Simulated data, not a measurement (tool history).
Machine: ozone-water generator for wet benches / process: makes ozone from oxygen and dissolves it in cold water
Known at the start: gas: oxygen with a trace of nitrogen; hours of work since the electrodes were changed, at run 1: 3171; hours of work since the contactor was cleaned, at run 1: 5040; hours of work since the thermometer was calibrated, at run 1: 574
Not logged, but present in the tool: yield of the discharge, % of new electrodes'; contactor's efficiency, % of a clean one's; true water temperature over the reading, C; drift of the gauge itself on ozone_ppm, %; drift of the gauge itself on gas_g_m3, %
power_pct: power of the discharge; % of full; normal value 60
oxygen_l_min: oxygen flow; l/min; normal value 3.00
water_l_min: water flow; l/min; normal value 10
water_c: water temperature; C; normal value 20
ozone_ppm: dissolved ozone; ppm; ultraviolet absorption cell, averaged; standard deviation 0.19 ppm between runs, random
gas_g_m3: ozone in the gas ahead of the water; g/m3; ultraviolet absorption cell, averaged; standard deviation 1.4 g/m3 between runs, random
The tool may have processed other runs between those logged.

| run | day | power_pct | oxygen_l_min | water_l_min | water_c | hours of work since the electrodes were changed | hours of work since the contactor was cleaned | hours of work since the thermometer was calibrated | ozone_ppm | gas_g_m3 |
|---|---|---|---|---|---|---|---|---|---|---|
| 1 | 0.000 | 60 | 3.00 | 10 | 20 | 3171 | 5040 | 574 | 28.2 | 252.2 |
| 2 | 4.012 | 60 | 3.00 | 9 | 20 | 3251 | 5120 | 653 | 30.6 | 250.2 |
| 3 | 7.546 | 60 | 3.00 | 10 | 20 | 3321 | 5190 | 723 | 28.2 | 249.6 |
| 4 | 9.912 | 60 | 3.00 | 10 | 20 | 3368 | 5237 | 770 | 27.9 | 251.1 |
| 5 | 11.825 | 60 | 3.00 | 10 | 20 | 3406 | 5274 | 808 | 28.2 | 251.5 |
| 6 | 15.908 | 60 | 3.00 | 10 | 20 | 3487 | 5355 | 889 | 28.1 | 249.8 |
| 7 | 19.483 | 60 | 3.00 | 10 | 20 | 3557 | 5426 | 960 | 28.3 | 249.5 |
| 8 | 22.067 | 60 | 3.00 | 10 | 20 | 3609 | 5477 | 1011 | 27.9 | 251.0 |
| 9 | 24.742 | 60 | 3.00 | 15 | 20 | 3662 | 5530 | 1064 | 19.6 | 250.4 |
| 10 | 28.912 | 60 | 3.00 | 12 | 20 | 3744 | 5613 | 1146 | 24.2 | 253.8 |
| 11 | 30.962 | 60 | 3.00 | 12 | 20 | 3785 | 5654 | 1187 | 24.2 | 252.8 |
| 12 | 34.908 | 60 | 3.00 | 12 | 20 | 3863 | 5732 | 1265 | 24.3 | 249.4 |
| 13 | 38.004 | 60 | 3.00 | 6 | 20 | 3924 | 5793 | 1327 | 39.9 | 249.1 |
| 14 | 40.333 | 60 | 2.14 | 10 | 20 | 3970 | 5839 | 1373 | 27.4 | 292.8 |
| 15 | 44.417 | 60 | 2.14 | 10 | 20 | 4051 | 5920 | 1454 | 27.4 | 292.4 |
| 16 | 47.479 | 67 | 3.00 | 10 | 20 | 4112 | 5981 | 1514 | 30.4 | 273.1 |
| 17 | 51.688 | 67 | 3.00 | 10 | 20 | 4195 | 6064 | 1598 | 30.3 | 268.7 |
| 18 | 55.775 | 67 | 3.44 | 11 | 20 | 4276 | 6145 | 1679 | 28.7 | 256.7 |
| 19 | 59.742 | 54 | 3.00 | 10 | 26 | 4355 | 6224 | 1757 | 23.4 | 234.4 |
| 20 | 61.838 | 54 | 1.54 | 10 | 26 | 4397 | 6265 | 1799 | 22.2 | 313.7 |
| 21 | 66.142 | 66 | 2.72 | 16 | 18 | 4482 | 6351 | 1884 | 19.9 | 280.0 |
| 22 | 69.092 | 66 | 2.72 | 16 | 18 | 4540 | 6409 | 1942 | 20.2 | 279.3 |
| 23 | 71.592 | 66 | 2.72 | 16 | 18 | 4590 | 6459 | 1992 | 19.9 | 280.6 |
| 24 | 73.929 | 66 | 2.72 | 16 | 18 | 4636 | 6505 | 2038 | 20.0 | 280.2 |
|  | 74.496 | contactor cleaned |
| 25 | 75.946 | 66 | 1.55 | 16 | 15 | 4673 | 29 | 2075 | 17.5 | 362.2 |
| 26 | 80.221 | 66 | 1.55 | 16 | 15 | 4757 | 113 | 2160 | 17.5 | 360.5 |
| 27 | 84.046 | 95 | 4.94 | 7 | 20 | 4833 | 189 | 2235 | 47.2 | 274.7 |
| 28 | 86.925 | 95 | 4.94 | 7 | 20 | 4890 | 246 | 2292 | 47.0 | 274.0 |
| 29 | 89.725 | 60 | 1.93 | 10 | 20 | 4946 | 302 | 2348 | 26.9 | 306.2 |
| 30 | 93.825 | 49 | 3.00 | 11 | 20 | 5027 | 383 | 2429 | 22.8 | 218.4 |
| 31 | 97.221 | 93 | 3.00 | 14 | 20 | 5094 | 450 | 2496 | 28.1 | 339.0 |
| 32 | 99.254 | 93 | 3.00 | 14 | 20 | 5134 | 490 | 2537 | 28.2 | 337.3 |
| 33 | 103.000 | 60 | 3.00 | 6 | 20 | 5209 | 565 | 2611 | 40.1 | 250.8 |

3 ways to go on from here, each from the tool as it stands after run 33. What would each give?
| A | 106.946 | 60 | 2.91 | 6 | 21 | 5287 | 643 | 2689 | ? | ? |
| B | 106.946 | 60 | 4.35 | 10 | 19 | 5287 | 643 | 2689 | ? | ? |
| C | 106.946 | 40 | 3.00 | 10 | 20 | 5287 | 643 | 2689 | ? | ? |

| run | ozone_ppm | gas_g_m3 |
|---|---|---|
| A | 39.4 | 255.9 |
| B | 28.7 | 214.4 |
| C | 21.6 | 189.9 |
Take away the tool's hidden state, keep each run's random variation, and the runs would have read:
| run | ozone_ppm | gas_g_m3 |
|---|---|---|
| A | 39.4 | 256.0 |
| B | 28.8 | 214.6 |
| C | 21.6 | 190.0 |
